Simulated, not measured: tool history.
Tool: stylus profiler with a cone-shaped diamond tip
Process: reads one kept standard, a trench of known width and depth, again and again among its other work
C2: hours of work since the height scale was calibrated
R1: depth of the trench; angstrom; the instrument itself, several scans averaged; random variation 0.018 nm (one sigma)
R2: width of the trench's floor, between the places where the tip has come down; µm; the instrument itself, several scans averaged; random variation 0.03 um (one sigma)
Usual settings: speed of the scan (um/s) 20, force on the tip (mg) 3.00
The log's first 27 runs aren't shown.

Run 28, hour 557.2: usual settings but speed of the scan (um/s) 36, force on the tip (mg) 1.62; scans with this tip 2794; C2 359. Result: R1 1003.9 angstrom, R2 98.51 µm.
Run 29, hour 568.8: usual settings but speed of the scan (um/s) 36, force on the tip (mg) 1.62; scans with this tip 2847; C2 366. Result: R1 1003.5 angstrom, R2 98.50 µm.
Run 30, hour 590.0: usual settings but speed of the scan (um/s) 36, force on the tip (mg) 1.62; scans with this tip 2944; C2 378. Result: R1 1003.7 angstrom, R2 98.48 µm.
Run 31, hour 606.9: usual settings but speed of the scan (um/s) 7, force on the tip (mg) 4.13; scans with this tip 3020; C2 388. Result: R1 1007.3 angstrom, R2 98.55 µm.
Run 32, hour 623.3: usual settings but speed of the scan (um/s) 7, force on the tip (mg) 4.13; scans with this tip 3095; C2 398. Result: R1 1007.3 angstrom, R2 98.59 µm.
Run 33, hour 635.1: usual settings but speed of the scan (um/s) 30, force on the tip (mg) 3.48; scans with this tip 3149; C2 405. Result: R1 1006.3 angstrom, R2 98.54 µm.
Run 34, hour 654.6: usual settings but speed of the scan (um/s) 35, force on the tip (mg) 4.65; scans with this tip 3238; C2 416. Result: R1 1007.7 angstrom, R2 98.54 µm.
Run 35, hour 672.2: usual settings but speed of the scan (um/s) 7, force on the tip (mg) 6.22; scans with this tip 3318; C2 426. Result: R1 1009.6 angstrom, R2 98.57 µm.
Run 36, hour 697.0: usual settings but speed of the scan (um/s) 74, force on the tip (mg) 1.09; scans with this tip 3431; C2 441. Result: R1 1002.1 angstrom, R2 98.21 µm.
Run 37, hour 711.0: usual settings but speed of the scan (um/s) 63, force on the tip (mg) 2.22; scans with this tip 3495; C2 449. Result: R1 1004.5 angstrom, R2 98.34 µm.
Run 38, hour 722.2: usual settings but speed of the scan (um/s) 63, force on the tip (mg) 2.22; scans with this tip 3546; C2 456. Result: R1 1004.6 angstrom, R2 98.42 µm.
Run 39, hour 747.8: usual settings but speed of the scan (um/s) 14, force on the tip (mg) 7.61; scans with this tip 3663; C2 471. Result: R1 1011.3 angstrom, R2 98.55 µm.
Run 40, hour 768.1: usual settings but speed of the scan (um/s) 71, force on the tip (mg) 2.97; scans with this tip 3756; C2 483. Result: R1 1005.2 angstrom, R2 98.38 µm.
Run 41, hour 793.7: usual settings but speed of the scan (um/s) 33, force on the tip (mg) 5.74; scans with this tip 3873; C2 498. Result: R1 1009.1 angstrom, R2 98.45 µm.
Run 42, hour 814.2: usual settings but speed of the scan (um/s) 33, force on the tip (mg) 5.74; scans with this tip 3966; C2 510. Result: R1 1008.8 angstrom, R2 98.47 µm.
Run 43, hour 841.3: usual settings but speed of the scan (um/s) 75, force on the tip (mg) 4.89; scans with this tip 4090; C2 525. Result: R1 1007.8 angstrom, R2 98.40 µm.
Run 44, hour 864.9: usual settings but speed of the scan (um/s) 8, force on the tip (mg) 2.43; scans with this tip 4197; C2 539. Result: R1 1004.7 angstrom, R2 98.51 µm.

Forecast each of these 5 alternatives for the next run:
Run A, hour 879.8: usual settings but speed of the scan (um/s) 8, force on the tip (mg) 2.28; scans with this tip 4265; C2 548. Result: R1 ?, R2 ?.
Run B, hour 879.8: usual settings but speed of the scan (um/s) 8, force on the tip (mg) 2.36; scans with this tip 4265; C2 548. Result: R1 ?, R2 ?.
Run C, hour 879.8: usual settings but speed of the scan (um/s) 6, force on the tip (mg) 3.97; scans with this tip 4265; C2 548. Result: R1 ?, R2 ?.
Run D, hour 879.8: usual settings but force on the tip (mg) 1.17; scans with this tip 4265; C2 548. Result: R1 ?, R2 ?.
Run E, hour 879.8: usual settings but speed of the scan (um/s) 6, force on the tip (mg) 6.50; scans with this tip 4265; C2 548. Result: R1 ?, R2 ?.

run      R1     R2
  A  1004.2  98.56
  B  1004.3  98.46
  C  1007.1  98.50
  D  1002.4  98.48
  E  1009.6  98.50
Without the tool's hidden state the same runs would have given:
run      R1     R2
  A  1005.0  98.78
  B  1005.0  98.68
  C  1007.9  98.72
  D  1003.1  98.70
  E  1010.4  98.72
